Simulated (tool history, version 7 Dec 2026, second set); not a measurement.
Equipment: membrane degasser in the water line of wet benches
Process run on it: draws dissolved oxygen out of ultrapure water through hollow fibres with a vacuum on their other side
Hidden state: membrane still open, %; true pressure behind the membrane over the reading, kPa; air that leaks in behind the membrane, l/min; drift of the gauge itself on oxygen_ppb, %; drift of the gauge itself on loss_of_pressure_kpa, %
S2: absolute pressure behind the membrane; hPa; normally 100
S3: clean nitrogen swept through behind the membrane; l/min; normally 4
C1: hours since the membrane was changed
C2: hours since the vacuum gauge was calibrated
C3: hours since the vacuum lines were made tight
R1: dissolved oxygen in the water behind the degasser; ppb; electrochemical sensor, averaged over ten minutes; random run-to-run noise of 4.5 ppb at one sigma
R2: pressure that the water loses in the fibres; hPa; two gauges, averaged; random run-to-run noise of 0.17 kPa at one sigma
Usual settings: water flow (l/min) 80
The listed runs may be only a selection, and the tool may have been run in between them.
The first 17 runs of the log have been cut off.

Run 18, hour 1267.9: usual settings but water flow (l/min) 48, S2 63 hPa, S3 1.87 l/min; C1 4788; C2 3541; C3 12779. Result: R1 202.6 ppb, R2 165.9 hPa.
Run 19, hour 1345.7: usual settings but water flow (l/min) 94; C1 4866; C2 3619; C3 12857. Result: R1 597.3 ppb, R2 328.7 hPa.
Run 20, hour 1428.9: usual settings but S2 109 hPa, S3 3.43 l/min; C1 4949; C2 3702; C3 12940. Result: R1 539.7 ppb, R2 276.3 hPa.
Run 21, hour 1476.7: usual settings but S2 61 hPa, S3 1.91 l/min; C1 4997; C2 3750; C3 12988. Result: R1 413.5 ppb, R2 279 hPa.
Run 22, hour 1573.2: usual settings but water flow (l/min) 99, S2 135 hPa, S3 1.91 l/min; C1 5094; C2 3846; C3 13085. Result: R1 1188.4 ppb, R2 341.7 hPa.
Run 23, hour 1649.9: usual settings but water flow (l/min) 99, S2 135 hPa, S3 1.91 l/min; C1 5170; C2 3923; C3 13162. Result: R1 1176.6 ppb, R2 343.1 hPa.
Run 24, hour 1700.9: usual settings but water flow (l/min) 99, S2 135 hPa, S3 1.91 l/min; C1 5221; C2 3974; C3 13212. Result: R1 1167.1 ppb, R2 345.3 hPa.
Run 25, hour 1748.4: usual settings but water flow (l/min) 60, S2 104 hPa, S3 3.18 l/min; C1 5269; C2 4021; C3 13260. Result: R1 367.2 ppb, R2 210.8 hPa.
Run 26, hour 1841.3: usual settings but water flow (l/min) 60, S2 104 hPa, S3 3.18 l/min; C1 5362; C2 4114; C3 13353. Result: R1 371.5 ppb, R2 209.9 hPa.
Run 27, hour 1921.3: usual settings but water flow (l/min) 60, S2 104 hPa, S3 3.18 l/min; C1 5442; C2 4194; C3 13433. Result: R1 362 ppb, R2 207.8 hPa.
Run 28, hour 1969.1: usual settings but water flow (l/min) 126, S2 104 hPa, S3 4.22 l/min; C1 5490; C2 4242; C3 13481. Result: R1 955.8 ppb, R2 436.4 hPa.
Run 29, hour 2054.1: usual settings but water flow (l/min) 116, S2 152 hPa, S3 3.1 l/min; C1 5575; C2 4327; C3 13566. Result: R1 1237.5 ppb, R2 402.3 hPa.
Run 30, hour 2131.6: usual settings but water flow (l/min) 54, S2 64 hPa, S3 7.18 l/min; C1 5652; C2 4404; C3 13643. Result: R1 104.5 ppb, R2 188.3 hPa.
Run 31, hour 2201.8: usual settings but water flow (l/min) 54, S2 64 hPa, S3 7.18 l/min; C1 5722; C2 4475; C3 13713. Result: R1 108.4 ppb, R2 185.8 hPa.
Run 32, hour 2270.1: usual settings but water flow (l/min) 95, S2 127 hPa, S3 10.78 l/min; C1 5791; C2 4543; C3 13782. Result: R1 481.8 ppb, R2 329.6 hPa.

Consider 4 possible next runs. They are alternatives, not a sequence: every one starts from the tool as it was left by run 32. What does each give?
Run A, hour 2337.3: usual settings but water flow (l/min) 71, S2 152 hPa, S3 11.22 l/min; C1 5858; C2 4610; C3 13849. Result: R1 ?, R2 ?.
Run B, hour 2337.3: usual settings but water flow (l/min) 54, S2 162 hPa, S3 1.75 l/min; C1 5858; C2 4610; C3 13849. Result: R1 ?, R2 ?.
Run C, hour 2337.3: usual settings but water flow (l/min) 115, S2 223 hPa, S3 5.48 l/min; C1 5858; C2 4610; C3 13849. Result: R1 ?, R2 ?.
Run D, hour 2337.3: usual settings but water flow (l/min) 98, S2 115 hPa, S3 1.65 l/min; C1 5858; C2 4610; C3 13849. Result: R1 ?, R2 ?.

run      R1     R2
  A   308.3  244.6
  B   816.2  188.3
  C  1201.4  399.1
  D  1091.4  340.8
The same runs, with their run-to-run variation unchanged, on a tool lacking any hidden condition would have given:
run      R1     R2
  A   296.2  240.1
  B   803.7  184.8
  C    1175  391.8
  D  1065.8  334.5
